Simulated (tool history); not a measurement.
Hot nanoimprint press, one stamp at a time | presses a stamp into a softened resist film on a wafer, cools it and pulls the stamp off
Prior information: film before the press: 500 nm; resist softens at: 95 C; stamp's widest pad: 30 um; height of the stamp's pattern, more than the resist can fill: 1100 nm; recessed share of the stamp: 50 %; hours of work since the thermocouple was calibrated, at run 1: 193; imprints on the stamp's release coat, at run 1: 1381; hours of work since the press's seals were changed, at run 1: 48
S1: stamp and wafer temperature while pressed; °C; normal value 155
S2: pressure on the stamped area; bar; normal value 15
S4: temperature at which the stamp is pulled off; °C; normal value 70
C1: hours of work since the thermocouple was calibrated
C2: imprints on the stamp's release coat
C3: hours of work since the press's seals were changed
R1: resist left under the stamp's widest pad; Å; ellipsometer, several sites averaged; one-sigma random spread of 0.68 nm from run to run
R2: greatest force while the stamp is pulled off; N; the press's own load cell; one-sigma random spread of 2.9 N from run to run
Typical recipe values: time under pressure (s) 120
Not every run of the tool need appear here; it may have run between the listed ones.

Run 1, hour 0: usual settings; C1 193; C2 1381; C3 48. Result: R1 2409 Å, R2 222 N.
Run 2, hour 10.8: usual settings; C1 201; C2 1426; C3 56. Result: R1 2404 Å, R2 228 N.
Run 3, hour 22.5: usual settings but S1 146 °C; C1 210; C2 1475; C3 65. Result: R1 3452 Å, R2 230 N.
Run 4, hour 30: usual settings but S1 146 °C; C1 216; C2 1507; C3 70. Result: R1 3474 Å, R2 232 N.
Run 5, hour 40.6: usual settings but S1 153 °C; C1 223; C2 1551; C3 78. Result: R1 2605 Å, R2 228 N.
Run 6, hour 49.1: usual settings but time under pressure (s) 69; C1 230; C2 1587; C3 85. Result: R1 2830 Å, R2 241 N.
At hour 57.8: stamp cleaned and given a new release coat.
Run 7, hour 61.2: usual settings but S1 166 °C, time under pressure (s) 69; C1 235; C2 14; C3 89. Result: R1 1810 Å, R2 169 N.
Run 8, hour 73.8: usual settings but S1 148 °C; C1 244; C2 67; C3 99. Result: R1 3203 Å, R2 172 N.
Run 9, hour 79.6: usual settings but S1 148 °C; C1 248; C2 91; C3 103. Result: R1 3201 Å, R2 169 N.
Run 10, hour 92.3: usual settings but S1 148 °C; C1 258; C2 144; C3 113. Result: R1 3193 Å, R2 175 N.
Run 11, hour 101.2: usual settings but S1 148 °C; C1 265; C2 182; C3 120. Result: R1 3188 Å, R2 178 N.
Run 12, hour 111.6: usual settings but S1 143 °C; C1 273; C2 225; C3 128. Result: R1 3793 Å, R2 175 N.

Run 13 is up next; what results do you expect?
Run 13, hour 122.5: usual settings but S1 144 °C, time under pressure (s) 134; C1 281; C2 271; C3 136. Result: R1 ?, R2 ?.

Run 13 gave R1 3583 Å, R2 178 N.
Minus the tool's unlogged condition, the same run would have read R1 3723 Å, R2 170 N.

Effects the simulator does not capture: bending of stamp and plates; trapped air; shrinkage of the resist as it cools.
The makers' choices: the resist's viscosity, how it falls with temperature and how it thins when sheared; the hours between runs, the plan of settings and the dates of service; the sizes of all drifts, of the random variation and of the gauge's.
